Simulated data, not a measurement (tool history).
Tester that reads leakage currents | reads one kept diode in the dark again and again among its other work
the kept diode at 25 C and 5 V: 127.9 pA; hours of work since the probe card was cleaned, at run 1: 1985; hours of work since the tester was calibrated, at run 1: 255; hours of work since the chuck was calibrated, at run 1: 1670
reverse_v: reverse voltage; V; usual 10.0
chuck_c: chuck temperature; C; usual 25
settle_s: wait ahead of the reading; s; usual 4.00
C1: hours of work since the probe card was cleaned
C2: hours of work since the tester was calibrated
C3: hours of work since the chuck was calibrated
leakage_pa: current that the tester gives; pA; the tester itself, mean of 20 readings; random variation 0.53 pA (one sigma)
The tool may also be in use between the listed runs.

Run 1, hour 0.0: usual settings; C1 1985; C2 255; C3 1670. Result: leakage_pa 206.72 pA.
Run 2, hour 29.2: usual settings but reverse_v 3.8 V; C1 2006; C2 275; C3 1691. Result: leakage_pa 133.74 pA.
Run 3, hour 53.2: usual settings; C1 2022; C2 292; C3 1708. Result: leakage_pa 207.94 pA.
Run 4, hour 92.0: usual settings; C1 2050; C2 319; C3 1735. Result: leakage_pa 209.50 pA.
Run 5, hour 119.1: usual settings; C1 2069; C2 339; C3 1754. Result: leakage_pa 209.79 pA.
Run 6, hour 151.6: usual settings; C1 2092; C2 361; C3 1777. Result: leakage_pa 210.67 pA.
Run 7, hour 179.4: usual settings; C1 2111; C2 381; C3 1797. Result: leakage_pa 210.13 pA.
Run 8, hour 202.6: usual settings; C1 2128; C2 397; C3 1813. Result: leakage_pa 212.02 pA.
Run 9, hour 219.7: usual settings; C1 2140; C2 409; C3 1825. Result: leakage_pa 211.03 pA.
Run 10, hour 251.7: usual settings; C1 2162; C2 432; C3 1848. Result: leakage_pa 212.37 pA.
Run 11, hour 276.4: usual settings; C1 2180; C2 449; C3 1865. Result: leakage_pa 211.77 pA.
Run 12, hour 301.4: usual settings but settle_s 1.81 s; C1 2197; C2 467; C3 1883. Result: leakage_pa 212.32 pA.
Run 13, hour 323.3: usual settings but settle_s 1.81 s; C1 2213; C2 483; C3 1898. Result: leakage_pa 213.20 pA.
Run 14, hour 354.9: usual settings but settle_s 1.81 s; C1 2235; C2 505; C3 1920. Result: leakage_pa 213.55 pA.
Run 15, hour 372.3: usual settings; C1 2247; C2 517; C3 1933. Result: leakage_pa 213.92 pA.
Run 16, hour 408.0: usual settings; C1 2273; C2 542; C3 1958. Result: leakage_pa 213.63 pA.
At hour 424.3: chuck's temperature calibrated.
Run 17, hour 444.9: usual settings; C1 2297; C2 567; C3 15. Result: leakage_pa 179.36 pA.
Run 18, hour 463.9: usual settings; C1 2311; C2 580; C3 28. Result: leakage_pa 178.98 pA.
Run 19, hour 496.3: usual settings; C1 2333; C2 603; C3 51. Result: leakage_pa 178.65 pA.
At hour 501.5: probe card cleaned and baked.
Run 20, hour 537.4: usual settings; C1 25; C2 630; C3 78. Result: leakage_pa 182.62 pA.
Run 21, hour 554.4: usual settings; C1 37; C2 642; C3 90. Result: leakage_pa 182.59 pA.
Run 22, hour 586.7: usual settings but reverse_v 2.2 V, chuck_c 59 C, settle_s 4.82 s; C1 60; C2 665; C3 112. Result: leakage_pa 925.96 pA.
Run 23, hour 621.8: usual settings but reverse_v 1.4 V, settle_s 1.33 s; C1 85; C2 689; C3 137. Result: leakage_pa 74.27 pA.
Run 24, hour 645.0: usual settings but reverse_v 7.6 V, chuck_c 41 C, settle_s 1.09 s; C1 101; C2 706; C3 153. Result: leakage_pa 502.93 pA.
Run 25, hour 678.0: usual settings but reverse_v 7.6 V, chuck_c 41 C, settle_s 1.09 s; C1 124; C2 729; C3 177. Result: leakage_pa 504.14 pA.
Run 26, hour 715.6: usual settings but reverse_v 7.6 V, chuck_c 41 C, settle_s 1.09 s; C1 151; C2 756; C3 203. Result: leakage_pa 507.01 pA.
Run 27, hour 736.7: usual settings but reverse_v 7.6 V, chuck_c 41 C, settle_s 1.09 s; C1 166; C2 770; C3 218. Result: leakage_pa 504.24 pA.
At hour 747.4: probe card cleaned and baked, once more.
Run 28, hour 771.3: usual settings but reverse_v 7.6 V, chuck_c 41 C, settle_s 1.09 s; C1 17; C2 793; C3 240. Result: leakage_pa 498.42 pA.
Run 29, hour 795.6: usual settings but reverse_v 3.0 V, chuck_c 41 C, settle_s 0.64 s; C1 34; C2 810; C3 258. Result: leakage_pa 331.45 pA.
Run 30, hour 831.0: usual settings but reverse_v 14.7 V, chuck_c 30 C, settle_s 0.64 s; C1 59; C2 835; C3 282. Result: leakage_pa 309.71 pA.
Run 31, hour 860.7: usual settings but reverse_v 14.7 V, chuck_c 30 C, settle_s 0.64 s; C1 80; C2 856; C3 303. Result: leakage_pa 309.55 pA.
Run 32, hour 897.5: usual settings but reverse_v 14.7 V, chuck_c 30 C, settle_s 3.00 s; C1 106; C2 882; C3 329. Result: leakage_pa 310.82 pA.
Run 33, hour 928.2: usual settings but reverse_v 14.7 V, chuck_c 30 C, settle_s 3.00 s; C1 127; C2 903; C3 351. Result: leakage_pa 307.44 pA.
Run 34, hour 947.1: usual settings but reverse_v 16.5 V, chuck_c 23 C, settle_s 3.00 s; C1 141; C2 917; C3 364. Result: leakage_pa 193.23 pA.
Run 35, hour 985.7: usual settings but reverse_v 1.1 V, chuck_c 60 C, settle_s 8.01 s; C1 168; C2 944; C3 392. Result: leakage_pa 739.32 pA.
Run 36, hour 1011.0: usual settings but chuck_c 46 C; C1 186; C2 962; C3 409. Result: leakage_pa 807.31 pA.
Run 37, hour 1041.4: usual settings but reverse_v 1.6 V, chuck_c 23 C, settle_s 4.54 s; C1 207; C2 983; C3 431. Result: leakage_pa 68.09 pA.
Run 38, hour 1067.8: usual settings but reverse_v 1.6 V, chuck_c 23 C, settle_s 4.54 s; C1 226; C2 1002; C3 449. Result: leakage_pa 68.63 pA.
Run 39, hour 1085.7: usual settings but reverse_v 1.8 V, chuck_c 54 C; C1 239; C2 1014; C3 462. Result: leakage_pa 633.82 pA.
Run 40, hour 1127.1: usual settings but reverse_v 5.6 V, chuck_c 23 C, settle_s 0.31 s; C1 268; C2 1044; C3 491. Result: leakage_pa 123.45 pA.

How the hidden state differs across the entries between the runs, from the last listed run before each to the first after it:
Between runs 16 and 17: chuck's temperature calibrated (hour 424.3)
  stray current of the dirty probe card, pA a volt: 0.61 -> 0.617; current scale over the true one, %: 0.14 -> 0.15; true chuck temperature over the reading, C: 2.3 -> -0.16
  measured less the result without the state, leakage_pa: +39.41 -> +4.14 pA
Between runs 19 and 20: probe card cleaned and baked (hour 501.5)
  stray current of the dirty probe card, pA a volt: 0.626 -> 0.924; current scale over the true one, %: 0.16 -> 0.17; true chuck temperature over the reading, C: -0.12 -> -0.09
  measured less the result without the state, leakage_pa: +4.77 -> +8.21 pA
Between runs 27 and 28: probe card cleaned and baked, once more (hour 747.4)
  stray current of the dirty probe card, pA a volt: 0.962 -> 0.025; current scale over the true one, %: 0.22 -> 0.23; true chuck temperature over the reading, C: 0.08 -> 0.11
  measured less the result without the state, leakage_pa: +11.10 -> +4.88 pA
